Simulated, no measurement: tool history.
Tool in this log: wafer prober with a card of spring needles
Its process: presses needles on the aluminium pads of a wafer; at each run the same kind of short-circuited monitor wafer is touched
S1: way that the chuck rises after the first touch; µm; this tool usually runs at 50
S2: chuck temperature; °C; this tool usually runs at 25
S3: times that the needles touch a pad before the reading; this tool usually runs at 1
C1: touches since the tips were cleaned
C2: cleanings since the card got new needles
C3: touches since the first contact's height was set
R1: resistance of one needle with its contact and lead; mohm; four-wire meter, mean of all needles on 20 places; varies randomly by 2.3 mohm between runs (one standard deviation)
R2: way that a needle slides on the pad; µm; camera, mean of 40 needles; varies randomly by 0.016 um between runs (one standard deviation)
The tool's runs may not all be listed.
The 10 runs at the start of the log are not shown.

{"hour": 89.0, "done": "tips cleaned on abrasive film"}
{"run": 11, "hour": 95.4, "S1": 50, "S2": 72, "S3": 1, "C1": 1308, "C2": 6, "C3": 42032, "R1": 276, "R2": 6.53}
{"run": 12, "hour": 108.8, "S1": 50, "S2": 72, "S3": 1, "C1": 4081, "C2": 6, "C3": 44805, "R1": 276, "R2": 6.52}
{"hour": 120.1, "done": "tips cleaned on abrasive film"}
{"run": 13, "hour": 120.5, "S1": 50, "S2": 37, "S3": 1, "C1": 82, "C2": 7, "C3": 47190, "R1": 262, "R2": 6.51}
{"run": 14, "hour": 133.4, "S1": 50, "S2": 37, "S3": 1, "C1": 2721, "C2": 7, "C3": 49829, "R1": 266, "R2": 6.52}
{"run": 15, "hour": 146.0, "S1": 31, "S2": 37, "S3": 1, "C1": 5326, "C2": 7, "C3": 52434, "R1": 278, "R2": 4.06}
{"hour": 150.6, "done": "tips cleaned on abrasive film"}
{"run": 16, "hour": 160.2, "S1": 31, "S2": 37, "S3": 1, "C1": 1965, "C2": 8, "C3": 55325, "R1": 279, "R2": 4.03}
{"run": 17, "hour": 169.8, "S1": 31, "S2": 37, "S3": 1, "C1": 3937, "C2": 8, "C3": 57297, "R1": 277, "R2": 4.01}
{"run": 18, "hour": 175.6, "S1": 31, "S2": 37, "S3": 1, "C1": 5134, "C2": 8, "C3": 58494, "R1": 276, "R2": 4.03}
{"hour": 181.3, "done": "tips cleaned on abrasive film"}
{"run": 19, "hour": 183.6, "S1": 31, "S2": 37, "S3": 1, "C1": 462, "C2": 9, "C3": 60110, "R1": 277, "R2": 4.04}
{"run": 20, "hour": 193.9, "S1": 31, "S2": 37, "S3": 1, "C1": 2591, "C2": 9, "C3": 62239, "R1": 277, "R2": 4.0}
{"run": 21, "hour": 200.6, "S1": 50, "S2": 30, "S3": 2, "C1": 3966, "C2": 9, "C3": 63614, "R1": 262, "R2": 6.52}
{"run": 22, "hour": 207.9, "S1": 50, "S2": 30, "S3": 2, "C1": 5465, "C2": 9, "C3": 65113, "R1": 258, "R2": 6.49}
{"hour": 212.0, "done": "tips cleaned on abrasive film"}
{"run": 23, "hour": 215.8, "S1": 50, "S2": 44, "S3": 1, "C1": 788, "C2": 10, "C3": 66724, "R1": 264, "R2": 6.47}
{"run": 24, "hour": 228.6, "S1": 50, "S2": 44, "S3": 1, "C1": 3416, "C2": 10, "C3": 69352, "R1": 268, "R2": 6.47}
{"run": 25, "hour": 240.2, "S1": 50, "S2": 44, "S3": 1, "C1": 5801, "C2": 10, "C3": 71737, "R1": 266, "R2": 6.48}
{"hour": 242.7, "done": "tips cleaned on abrasive film"}
{"run": 26, "hour": 249.4, "S1": 50, "S2": 44, "S3": 1, "C1": 1387, "C2": 11, "C3": 73605, "R1": 267, "R2": 6.45}
{"run": 27, "hour": 263.3, "S1": 50, "S2": 80, "S3": 1, "C1": 4251, "C2": 11, "C3": 76469, "R1": 278, "R2": 6.45}
{"hour": 273.5, "done": "tips cleaned on abrasive film"}
{"run": 28, "hour": 273.5, "S1": 56, "S2": 58, "S3": 2, "C1": 0, "C2": 12, "C3": 78545, "R1": 272, "R2": 7.25}
{"run": 29, "hour": 284.9, "S1": 49, "S2": 58, "S3": 1, "C1": 2348, "C2": 12, "C3": 80893, "R1": 275, "R2": 6.31}
{"run": 30, "hour": 293.2, "S1": 34, "S2": 117, "S3": 1, "C1": 4038, "C2": 12, "C3": 82583, "R1": 302, "R2": 4.38}
{"run": 31, "hour": 301.8, "S1": 50, "S2": 25, "S3": 2, "C1": 5810, "C2": 12, "C3": 84355, "R1": 265, "R2": 6.43}
{"hour": 304.8, "done": "tips cleaned on abrasive film"}
{"run": 32, "hour": 309.3, "S1": 45, "S2": 73, "S3": 3, "C1": 926, "C2": 13, "C3": 85878, "R1": 277, "R2": 5.79}
{"run": 33, "hour": 318.8, "S1": 54, "S2": 73, "S3": 1, "C1": 2878, "C2": 13, "C3": 87830, "R1": 276, "R2": 6.96}
{"run": 34, "hour": 329.2, "S1": 47, "S2": 32, "S3": 2, "C1": 5016, "C2": 13, "C3": 89968, "R1": 261, "R2": 6.05}
{"hour": 336.3, "done": "tips cleaned on abrasive film"}
{"run": 35, "hour": 336.3, "S1": 64, "S2": 25, "S3": 1, "C1": 0, "C2": 14, "C3": 91414, "R1": 255, "R2": 8.24}

Each row is a separate what-if for the run after 35, all from the same tool condition, not one after another. Results?
{"run": "A", "hour": 347.1, "S1": 64, "S2": 44, "S3": 1, "C1": 2213, "C2": 14, "C3": 93627, "R1": "?", "R2": "?"}
{"run": "B", "hour": 347.1, "S1": 46, "S2": 25, "S3": 1, "C1": 2213, "C2": 14, "C3": 93627, "R1": "?", "R2": "?"}
{"run": "C", "hour": 347.1, "S1": 38, "S2": 100, "S3": 2, "C1": 2213, "C2": 14, "C3": 93627, "R1": "?", "R2": "?"}

run=A R1=263 R2=8.20
run=B R1=264 R2=5.90
run=C R1=291 R2=4.89
Stripped of hidden state, with their random variation kept, the same runs would have yielded:
run=A R1=263 R2=8.39
run=B R1=264 R2=6.03
run=C R1=291 R2=5.00
